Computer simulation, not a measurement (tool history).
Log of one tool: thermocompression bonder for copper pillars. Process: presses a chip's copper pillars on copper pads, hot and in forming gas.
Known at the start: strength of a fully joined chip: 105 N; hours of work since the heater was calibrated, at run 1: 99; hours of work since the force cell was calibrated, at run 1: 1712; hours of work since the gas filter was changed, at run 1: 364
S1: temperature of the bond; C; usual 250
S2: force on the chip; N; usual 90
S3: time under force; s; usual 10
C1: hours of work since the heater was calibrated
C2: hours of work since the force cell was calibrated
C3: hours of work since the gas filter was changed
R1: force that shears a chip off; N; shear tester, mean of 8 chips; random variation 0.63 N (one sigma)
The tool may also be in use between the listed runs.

run	day	S1	S2	S3	C1	C2	C3	R1
1	0	250	90	10	99	1712	364	50.6
# day 3.592: forming gas filter changed
2	4.138	250	90	10	173	1785	10	51.5
3	7.767	250	90	6	238	1851	75	42.8
4	9.592	250	90	10	270	1883	108	50.2
# day 10.1: force cell calibrated
5	13.633	250	89	10	342	63	179	48.1
6	16.604	250	73	10	395	117	232	42.3
7	19.346	250	73	10	444	166	281	42.2
8	23.121	250	73	10	512	233	349	41.2
9	25.329	250	73	10	552	273	389	40.9
# day 27.267: forming gas filter changed
10	28.633	250	90	19	610	332	25	60.6
11	30.912	250	90	19	651	373	65	59.5
12	33.275	250	90	19	694	415	108	58.2
13	35.846	250	90	19	740	461	154	58.4
14	39.304	250	90	10	802	523	216	45.9
15	42.112	250	90	10	852	574	266	45.1
# day 42.412: heater calibrated with a thermocouple chip
16	45.117	250	90	10	49	626	319	50.3
17	47.967	250	90	10	100	677	370	50.4
# day 50.938: forming gas filter changed
18	52.021	250	90	13	172	749	19	56.7
19	54.429	250	90	13	215	792	63	56.1
20	56.088	253	98	13	245	822	92	60.8
21	59.817	253	98	13	312	889	159	60.4
22	61.921	253	98	13	349	927	197	60.7
23	63.712	253	98	13	381	959	229	57.5
24	65.571	253	98	13	415	992	262	59.5
25	69.121	265	108	5	478	1056	326	53.8
26	72.621	265	95	5	541	1119	389	47.7
# day 74.675: forming gas filter changed
27	76.242	265	95	5	606	1183	28	50.4
28	78.108	265	95	5	639	1217	61	49.7
29	81.588	269	62	24	702	1279	124	69.4
30	85.1	250	106	6	765	1342	187	43.2
31	87.429	229	96	19	806	1384	229	43.1
32	89.904	251	91	14	851	1428	273	54.9
# day 90.346: heater calibrated with a thermocouple chip
33	92.521	266	91	22	39	1474	318	77.2
34	95.112	266	91	22	85	1520	365	77.6
# day 98.412: forming gas filter changed
35	98.867	266	91	22	152	1587	8	80.5
36	102.817	256	62	9	223	1658	79	42.6
37	105.308	256	72	9	268	1702	124	47.6
38	108.458	256	72	24	324	1759	180	64.4

Some steps in R1 between neighbouring runs. How much of each would the tool show without its hidden state too (settings, what came in, random variation), and how much is left for the hidden state, with any gauge scatter that isn't in both results?
The hidden state here: true temperature of the bond over the reading, C; force that reaches the chip, % of what is set; oxide that the forming gas leaves, % of the face; drift of the gauge itself on shear_n, %.
Run 4 -> 5: S2 90 -> 89, force cell calibrated. R1 -2.1 N: hidden state -1.9, all else -0.2.
Run 15 -> 16: heater calibrated with a thermocouple chip. R1 +5.2 N: hidden state +4.5, all else +0.7.
Run 29 -> 30: S1 269 -> 250, S2 62 -> 106, S3 24 -> 6. R1 -26.2 N: hidden state -0.2, all else -26.
Run 32 -> 33: S1 251 -> 266, S3 14 -> 22, heater calibrated with a thermocouple chip. R1 +22.3 N: hidden state +1.9, all else +20.4.
Run 34 -> 35: forming gas filter changed. R1 +2.9 N: hidden state +2.5, all else +0.4.
Run 35 -> 36: S1 266 -> 256, S2 91 -> 62, S3 22 -> 9. R1 -37.9 N: hidden state -0.5, all else -37.4.
